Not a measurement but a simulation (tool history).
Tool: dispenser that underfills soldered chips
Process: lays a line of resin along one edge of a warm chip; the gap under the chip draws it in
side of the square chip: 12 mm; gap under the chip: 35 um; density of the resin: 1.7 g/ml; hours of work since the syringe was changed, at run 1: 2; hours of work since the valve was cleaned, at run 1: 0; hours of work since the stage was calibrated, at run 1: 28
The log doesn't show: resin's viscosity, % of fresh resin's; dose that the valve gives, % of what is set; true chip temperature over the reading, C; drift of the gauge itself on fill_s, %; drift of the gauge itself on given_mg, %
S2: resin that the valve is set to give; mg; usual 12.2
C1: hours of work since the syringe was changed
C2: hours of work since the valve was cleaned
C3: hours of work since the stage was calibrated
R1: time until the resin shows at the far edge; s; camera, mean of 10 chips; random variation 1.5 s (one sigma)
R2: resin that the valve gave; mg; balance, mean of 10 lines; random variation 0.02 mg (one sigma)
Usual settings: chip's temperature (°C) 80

{"run": 1, "day": 0.0, "chip's temperature (°C)": 80, "S2": 12.2, "C1": 2, "C2": 0, "C3": 28, "R1": 181.1, "R2": 12.25}
{"day": 0.392, "done": "new syringe of resin"}
{"run": 2, "day": 0.488, "chip's temperature (°C)": 80, "S2": 12.2, "C1": 2, "C2": 9, "C3": 36, "R1": 180.1, "R2": 12.17}
{"day": 0.888, "done": "new syringe of resin"}
{"run": 3, "day": 0.908, "chip's temperature (°C)": 80, "S2": 12.2, "C1": 0, "C2": 16, "C3": 44, "R1": 154.2, "R2": 12.12}
{"run": 4, "day": 1.2, "chip's temperature (°C)": 80, "S2": 12.2, "C1": 6, "C2": 21, "C3": 49, "R1": 244.5, "R2": 12.07}
{"day": 1.388, "done": "new syringe of resin"}
{"run": 5, "day": 1.479, "chip's temperature (°C)": 80, "S2": 12.2, "C1": 2, "C2": 26, "C3": 54, "R1": 177.2, "R2": 12.07}
{"day": 1.883, "done": "new syringe of resin"}
{"run": 6, "day": 1.888, "chip's temperature (°C)": 85, "S2": 12.2, "C1": 0, "C2": 33, "C3": 61, "R1": 126, "R2": 12.02}
{"run": 7, "day": 2.354, "chip's temperature (°C)": 85, "S2": 12.2, "C1": 8, "C2": 42, "C3": 69, "R1": 258.6, "R2": 12}
{"day": 2.392, "done": "new syringe of resin"}
{"run": 8, "day": 2.692, "chip's temperature (°C)": 85, "S2": 12.2, "C1": 5, "C2": 47, "C3": 75, "R1": 202, "R2": 11.93}
{"day": 2.908, "done": "new syringe of resin"}
{"run": 9, "day": 3.083, "chip's temperature (°C)": 85, "S2": 12.2, "C1": 3, "C2": 54, "C3": 82, "R1": 161.2, "R2": 11.92}
{"day": 3.425, "done": "new syringe of resin"}
{"run": 10, "day": 3.529, "chip's temperature (°C)": 80, "S2": 12.2, "C1": 2, "C2": 62, "C3": 90, "R1": 184.9, "R2": 11.88}
{"run": 11, "day": 3.825, "chip's temperature (°C)": 94, "S2": 14.2, "C1": 7, "C2": 67, "C3": 95, "R1": 162.2, "R2": 13.78}
{"day": 3.921, "done": "new syringe of resin"}
{"run": 12, "day": 4.167, "chip's temperature (°C)": 94, "S2": 14.2, "C1": 4, "C2": 73, "C3": 101, "R1": 131, "R2": 13.76}
{"day": 4.421, "done": "new syringe of resin"}
{"run": 13, "day": 4.633, "chip's temperature (°C)": 94, "S2": 14.2, "C1": 4, "C2": 81, "C3": 109, "R1": 122.4, "R2": 13.73}
{"run": 14, "day": 4.846, "chip's temperature (°C)": 94, "S2": 14.2, "C1": 8, "C2": 85, "C3": 113, "R1": 169.3, "R2": 13.66}
{"day": 4.925, "done": "new syringe of resin"}
{"day": 5.208, "done": "dispensing valve cleaned and set on the balance"}
{"run": 15, "day": 5.3, "chip's temperature (°C)": 94, "S2": 14.2, "C1": 6, "C2": 2, "C3": 120, "R1": 148.6, "R2": 14.19}
{"day": 5.479, "done": "new syringe of resin"}
{"run": 16, "day": 5.533, "chip's temperature (°C)": 94, "S2": 14.2, "C1": 1, "C2": 6, "C3": 124, "R1": 97.4, "R2": 14.18}
{"day": 5.975, "done": "new syringe of resin"}
{"run": 17, "day": 5.975, "chip's temperature (°C)": 68, "S2": 13.9, "C1": 0, "C2": 13, "C3": 132, "R1": 254.9, "R2": 13.84}
{"run": 18, "day": 6.388, "chip's temperature (°C)": 68, "S2": 13.9, "C1": 7, "C2": 21, "C3": 139, "R1": 464.5, "R2": 13.75}
{"day": 6.475, "done": "new syringe of resin"}
{"run": 19, "day": 6.85, "chip's temperature (°C)": 68, "S2": 13.9, "C1": 7, "C2": 29, "C3": 147, "R1": 427.7, "R2": 13.72}

5 ways to go on from here, each from the tool as it stands after run 19. What would each give?
{"day": 6.971, "done": "new syringe of resin"}
{"run": "A", "day": 7.096, "chip's temperature (°C)": 73, "S2": 10.6, "C1": 2, "C2": 33, "C3": 152, "R1": "?", "R2": "?"}
{"day": 6.971, "done": "new syringe of resin"}
{"run": "B", "day": 7.096, "chip's temperature (°C)": 72, "S2": 12, "C1": 2, "C2": 33, "C3": 152, "R1": "?", "R2": "?"}
{"day": 6.971, "done": "new syringe of resin"}
{"run": "C", "day": 7.096, "chip's temperature (°C)": 85, "S2": 13.4, "C1": 2, "C2": 33, "C3": 152, "R1": "?", "R2": "?"}
{"day": 6.971, "done": "new syringe of resin"}
{"run": "D", "day": 7.096, "chip's temperature (°C)": 84, "S2": 12.2, "C1": 2, "C2": 33, "C3": 152, "R1": "?", "R2": "?"}
{"day": 6.971, "done": "new syringe of resin"}
{"run": "E", "day": 7.096, "chip's temperature (°C)": 81, "S2": 12.8, "C1": 2, "C2": 33, "C3": 152, "R1": "?", "R2": "?"}

run=A R1=263.8 R2=10.46
run=B R1=269.2 R2=11.85
run=C R1=152 R2=13.2
run=D R1=160.7 R2=12.01
run=E R1=180.8 R2=12.62
Without the tool's hidden state the same runs would have given:
run=A R1=210.6 R2=10.61
run=B R1=215.4 R2=12.02
run=C R1=122.1 R2=13.39
run=D R1=129 R2=12.18
run=E R1=145 R2=12.8

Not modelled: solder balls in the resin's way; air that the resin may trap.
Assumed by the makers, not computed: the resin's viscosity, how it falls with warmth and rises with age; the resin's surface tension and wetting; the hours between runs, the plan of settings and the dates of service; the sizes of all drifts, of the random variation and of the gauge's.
